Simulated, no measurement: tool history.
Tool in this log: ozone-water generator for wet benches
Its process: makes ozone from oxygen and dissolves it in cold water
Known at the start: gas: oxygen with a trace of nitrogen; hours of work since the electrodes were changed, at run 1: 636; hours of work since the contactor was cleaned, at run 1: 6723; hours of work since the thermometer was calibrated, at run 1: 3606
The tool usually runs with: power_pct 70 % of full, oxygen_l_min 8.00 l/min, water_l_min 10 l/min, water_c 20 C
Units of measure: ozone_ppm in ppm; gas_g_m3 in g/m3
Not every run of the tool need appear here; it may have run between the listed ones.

| run | hour | power_pct | oxygen_l_min | water_l_min | water_c | hours of work since the electrodes were changed | hours of work since the contactor was cleaned | hours of work since the thermometer was calibrated | ozone_ppm | gas_g_m3 |
|---|---|---|---|---|---|---|---|---|---|---|
| 1 | 0.0 | 70 | 8.00 | 10 | 20 | 636 | 6723 | 3606 | 40.0 | 233.9 |
| 2 | 20.3 | 70 | 8.00 | 10 | 20 | 650 | 6737 | 3619 | 40.2 | 232.9 |
| 3 | 39.9 | 70 | 8.00 | 10 | 20 | 663 | 6749 | 3632 | 40.0 | 232.5 |
| 4 | 73.9 | 70 | 8.00 | 10 | 20 | 685 | 6772 | 3654 | 40.0 | 232.1 |
| 5 | 111.8 | 70 | 4.17 | 10 | 20 | 710 | 6797 | 3679 | 42.2 | 309.2 |
| 6 | 135.6 | 70 | 4.17 | 10 | 20 | 726 | 6813 | 3695 | 42.3 | 310.0 |
| 7 | 153.5 | 70 | 4.17 | 10 | 20 | 738 | 6824 | 3707 | 42.0 | 308.9 |
| 8 | 173.9 | 70 | 4.17 | 10 | 20 | 751 | 6838 | 3720 | 42.7 | 309.4 |
| 9 | 213.7 | 70 | 4.17 | 10 | 20 | 777 | 6864 | 3747 | 42.9 | 310.1 |
| 10 | 238.0 | 70 | 4.17 | 10 | 20 | 793 | 6880 | 3763 | 42.9 | 307.2 |
| 11 | 267.3 | 70 | 4.17 | 10 | 20 | 813 | 6900 | 3782 | 42.7 | 307.9 |
| 12 | 303.5 | 62 | 13.68 | 13 | 21 | 837 | 6924 | 3806 | 27.3 | 164.6 |
| 13 | 336.4 | 71 | 5.29 | 7 | 21 | 858 | 6945 | 3828 | 51.6 | 283.3 |
| 14 | 357.5 | 71 | 5.29 | 7 | 21 | 872 | 6959 | 3842 | 51.6 | 282.5 |
| 15 | 394.0 | 85 | 8.00 | 10 | 20 | 896 | 6983 | 3866 | 47.4 | 276.2 |

Here are 5 independent what-if runs from the current tool condition. What would each one return?
| A | 422.8 | 62 | 8.00 | 10 | 20 | 915 | 7002 | 3885 | ? | ? |
| B | 422.8 | 62 | 8.79 | 10 | 20 | 915 | 7002 | 3885 | ? | ? |
| C | 422.8 | 70 | 8.00 | 16 | 13 | 915 | 7002 | 3885 | ? | ? |
| D | 422.8 | 70 | 8.00 | 7 | 20 | 915 | 7002 | 3885 | ? | ? |
| E | 422.8 | 70 | 8.00 | 7 | 20 | 915 | 7002 | 3885 | ? | ? |

| run | ozone_ppm | gas_g_m3 |
|---|---|---|
| A | 35.8 | 210.3 |
| B | 35.3 | 200.8 |
| C | 33.3 | 235.1 |
| D | 47.5 | 233.8 |
| E | 48.3 | 233.5 |
Had the tool no hidden state, the same runs would have come out as:
| run | ozone_ppm | gas_g_m3 |
|---|---|---|
| A | 35.9 | 210.4 |
| B | 35.3 | 200.9 |
| C | 33.3 | 235.1 |
| D | 47.6 | 233.8 |
| E | 48.3 | 233.5 |

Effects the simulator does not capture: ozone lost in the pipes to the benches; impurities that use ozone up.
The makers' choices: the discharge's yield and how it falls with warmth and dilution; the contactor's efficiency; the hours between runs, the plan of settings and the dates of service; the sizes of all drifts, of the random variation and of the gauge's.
